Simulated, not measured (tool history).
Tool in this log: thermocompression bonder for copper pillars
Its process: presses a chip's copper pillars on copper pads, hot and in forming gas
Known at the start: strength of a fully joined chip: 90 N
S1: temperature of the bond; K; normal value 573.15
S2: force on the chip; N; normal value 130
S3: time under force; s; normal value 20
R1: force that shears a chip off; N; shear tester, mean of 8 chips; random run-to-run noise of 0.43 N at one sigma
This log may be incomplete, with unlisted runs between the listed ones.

Run 1, hour 0: usual settings. Result: R1 56 N.
At hour 16: forming gas filter changed.
Run 2, hour 45.8: usual settings. Result: R1 57 N.
Run 3, hour 94.4: usual settings but S2 142 N. Result: R1 60.3 N.
Run 4, hour 124.1: usual settings but S2 142 N. Result: R1 60.6 N.
Run 5, hour 159.2: usual settings but S2 142 N. Result: R1 59.3 N.
Run 6, hour 214.3: usual settings but S2 142 N. Result: R1 59.5 N.
Run 7, hour 252.5: usual settings but S2 142 N. Result: R1 59.9 N.
Run 8, hour 304.9: usual settings but S2 142 N. Result: R1 59.1 N.
At hour 313.4: heater calibrated with a thermocouple chip.
Run 9, hour 333.5: usual settings but S2 180 N. Result: R1 69.7 N.
Run 10, hour 383.9: usual settings but S1 589.15 K, S2 180 N. Result: R1 75.3 N.
Run 11, hour 414.7: usual settings but S1 574.15 K, S2 156 N, S3 55 s. Result: R1 79.6 N.
Run 12, hour 451.4: usual settings but S1 559.15 K, S2 79 N, S3 25 s. Result: R1 40.9 N.
Run 13, hour 480.9: usual settings but S1 578.15 K, S2 131 N, S3 39 s. Result: R1 72.7 N.
Run 14, hour 524: usual settings but S1 578.15 K, S2 131 N, S3 39 s. Result: R1 71.5 N.
Run 15, hour 553.6: usual settings but S1 575.15 K, S2 167 N, S3 10 s. Result: R1 56.7 N.
At hour 599.5: forming gas filter changed.
Run 16, hour 603.7: usual settings but S1 582.15 K, S3 42 s. Result: R1 75.9 N.
Run 17, hour 630.3: usual settings but S1 582.15 K, S3 42 s. Result: R1 75.9 N.
Run 18, hour 684.2: usual settings but S1 556.15 K, S2 101 N, S3 10 s. Result: R1 34.5 N.
Run 19, hour 732.2: usual settings but S1 591.15 K. Result: R1 68.7 N.

5 ways to go on from here, each from the tool as it stands after run 19. What would each give?
Run A, hour 767.6: usual settings but S1 554.15 K, S2 94 N, S3 35 s. Result: R1 ?.
Run B, hour 767.6: usual settings but S2 106 N. Result: R1 ?.
Run C, hour 767.6: usual settings but S1 559.15 K, S3 19 s. Result: R1 ?.
Run D, hour 767.6: usual settings but S1 587.15 K. Result: R1 ?.
Run E, hour 767.6: usual settings but S1 598.15 K, S2 107 N, S3 11 s. Result: R1 ?.

run    R1
  A  49.9
  B  53.7
  C  52.6
  D    67
  E  56.2
With no hidden state in the tool, these same runs would have given:
run    R1
  A  49.2
  B    53
  C  51.9
  D  66.5
  E  55.5

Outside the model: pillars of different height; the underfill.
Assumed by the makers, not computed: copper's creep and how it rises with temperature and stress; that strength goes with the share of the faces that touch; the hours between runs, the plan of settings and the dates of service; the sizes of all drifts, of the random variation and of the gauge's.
